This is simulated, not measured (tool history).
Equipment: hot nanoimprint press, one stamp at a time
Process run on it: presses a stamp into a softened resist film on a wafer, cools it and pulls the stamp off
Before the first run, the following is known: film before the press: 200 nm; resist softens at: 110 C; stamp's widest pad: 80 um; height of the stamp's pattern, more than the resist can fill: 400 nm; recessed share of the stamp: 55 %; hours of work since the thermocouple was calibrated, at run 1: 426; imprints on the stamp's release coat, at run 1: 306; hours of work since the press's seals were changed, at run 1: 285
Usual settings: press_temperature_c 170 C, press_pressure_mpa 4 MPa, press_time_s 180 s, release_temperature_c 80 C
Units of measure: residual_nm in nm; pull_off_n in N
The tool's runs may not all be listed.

run,hour,press_temperature_c,press_pressure_mpa,press_time_s,release_temperature_c,hours of work since the thermocouple was calibrated,imprints on the stamp's release coat,hours of work since the press's seals were changed,residual_nm,pull_off_n
1,0,170,4,180,80,426,306,285,94.1,196
2,6.2,170,4,180,80,430,323,289,93.1,196
3,17,170,4,180,80,437,352,296,95.3,195
4,27.2,170,4,180,80,443,380,302,94.4,196
5,34,170,4,180,80,447,398,306,94.3,198
6,39.4,170,4,111,80,451,413,310,113.1,200
7,45.1,170,4,111,80,454,428,313,111.7,193
8,50.9,170,4,111,80,458,444,317,111.2,208
9,61.3,170,4,180,76,464,472,323,95.2,216
10,69.6,170,5.39,180,80,469,494,329,81.9,196
11,74.2,170,5.39,180,80,472,507,331,81.8,192
12,85.6,170,4,180,80,479,537,339,94.5,195
13,95.8,170,4,180,80,486,565,345,95.5,198
14,105.8,170,4,180,80,492,592,351,94.6,191
15,111.1,170,4,180,80,495,606,354,94.3,195
16,119,170,5.1,99,80,500,628,359,102.2,196
17,127.2,161,4,180,85,505,650,364,144.8,171
18,138.2,161,3.56,180,85,512,679,371,148.8,179
19,148.3,161,3.56,180,85,518,707,377,150.3,171
20,157.4,161,3.56,180,85,524,731,383,150.1,176
21,162.7,170,3.64,136,80,527,746,386,110.3,194
22,170.1,170,3.9,203,80,532,765,391,92.2,197
23,178.1,172,4.74,350,71,537,787,396,60.4,235
24,183.5,160,4.74,350,71,540,802,399,117.8,230
25,194.7,170,3.28,91,80,547,832,406,128.6,192
26,200.4,170,3.28,91,80,551,847,410,126.8,204
# hour 210.9: plate thermocouple calibrated
27,212.5,170,3.98,180,72,1,872,415,94.8,235
28,218,159,3.01,189,73,4,887,419,164.9,221
29,223.5,179,5.03,309,85,8,902,422,42,171

Below are 5 alternative next runs, each starting from the tool's condition after run 29. Predict each:
A,229,165,4,95,80,11,916,426,?,?
B,229,170,3.91,180,80,11,916,426,?,?
C,229,170,4.4,180,74,11,916,426,?,?
D,229,160,4,147,85,11,916,426,?,?
E,229,173,5.03,259,85,11,916,426,?,?

run,residual_nm,pull_off_n
A,143.3,193
B,96.9,197
C,90,225
D,156.1,174
E,61.6,176
Had the tool no hidden state, the same runs would have come out as:
run,residual_nm,pull_off_n
A,143.3,192
B,96.9,196
C,90,224
D,156.1,173
E,61.6,176
